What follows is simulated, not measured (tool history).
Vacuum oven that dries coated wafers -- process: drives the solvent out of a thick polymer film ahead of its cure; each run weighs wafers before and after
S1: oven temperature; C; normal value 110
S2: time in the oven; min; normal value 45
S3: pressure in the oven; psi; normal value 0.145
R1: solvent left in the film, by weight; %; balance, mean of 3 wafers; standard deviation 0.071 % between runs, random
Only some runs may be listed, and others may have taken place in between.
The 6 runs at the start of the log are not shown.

{"run": 7, "hour": 117.3, "S1": 110, "S2": 45, "S3": 0.145, "R1": 5.46}
{"run": 8, "hour": 135.7, "S1": 110, "S2": 45, "S3": 0.145, "R1": 5.53}
{"run": 9, "hour": 154.0, "S1": 110, "S2": 45, "S3": 0.145, "R1": 5.41}
{"run": 10, "hour": 168.4, "S1": 115, "S2": 45, "S3": 0.145, "R1": 3.63}
{"run": 11, "hour": 188.2, "S1": 115, "S2": 45, "S3": 0.145, "R1": 3.74}
{"run": 12, "hour": 211.3, "S1": 115, "S2": 45, "S3": 0.145, "R1": 3.76}
{"run": 13, "hour": 224.5, "S1": 115, "S2": 45, "S3": 0.145, "R1": 3.71}
{"run": 14, "hour": 239.4, "S1": 115, "S2": 45, "S3": 0.145, "R1": 3.68}
{"run": 15, "hour": 263.6, "S1": 115, "S2": 45, "S3": 0.145, "R1": 3.72}
{"run": 16, "hour": 277.9, "S1": 123, "S2": 52, "S3": 0.199, "R1": 1.35}
{"run": 17, "hour": 304.8, "S1": 123, "S2": 52, "S3": 0.492, "R1": 2.29}
{"run": 18, "hour": 320.3, "S1": 100, "S2": 72, "S3": 0.145, "R1": 6.43}
{"run": 19, "hour": 333.1, "S1": 117, "S2": 32, "S3": 0.142, "R1": 5.1}
{"run": 20, "hour": 357.4, "S1": 98, "S2": 32, "S3": 0.524, "R1": 13.2}
{"run": 21, "hour": 385.0, "S1": 98, "S2": 32, "S3": 0.524, "R1": 13.23}
{"run": 22, "hour": 409.6, "S1": 106, "S2": 35, "S3": 0.264, "R1": 8.91}
{"run": 23, "hour": 430.2, "S1": 106, "S2": 35, "S3": 0.264, "R1": 9.14}
{"run": 24, "hour": 457.4, "S1": 110, "S2": 32, "S3": 0.145, "R1": 7.62}
{"run": 25, "hour": 475.4, "S1": 99, "S2": 64, "S3": 0.086, "R1": 7.37}
{"run": 26, "hour": 487.0, "S1": 99, "S2": 40, "S3": 0.086, "R1": 10.4}
{"run": 27, "hour": 510.3, "S1": 99, "S2": 40, "S3": 0.086, "R1": 10.28}
{"run": 28, "hour": 523.7, "S1": 99, "S2": 40, "S3": 0.086, "R1": 10.29}
{"run": 29, "hour": 542.7, "S1": 99, "S2": 40, "S3": 0.086, "R1": 10.16}
{"run": 30, "hour": 568.8, "S1": 110, "S2": 42, "S3": 0.145, "R1": 5.93}

Alternative continuations, all from the tool just after run 30; predict every row:
{"run": "A", "hour": 586.4, "S1": 120, "S2": 34, "S3": 0.117, "R1": "?"}
{"run": "B", "hour": 586.4, "S1": 113, "S2": 25, "S3": 0.112, "R1": "?"}
{"run": "C", "hour": 586.4, "S1": 110, "S2": 61, "S3": 0.145, "R1": "?"}
{"run": "D", "hour": 586.4, "S1": 114, "S2": 25, "S3": 0.428, "R1": "?"}
{"run": "E", "hour": 586.4, "S1": 110, "S2": 73, "S3": 0.258, "R1": "?"}

run=A R1=3.67
run=B R1=8.12
run=C R1=3.9
run=D R1=8.47
run=E R1=3.45
What these runs would have given with no unlogged condition in the tool:
run=A R1=3.17
run=B R1=7.54
run=C R1=3.33
run=D R1=7.88
run=E R1=2.92
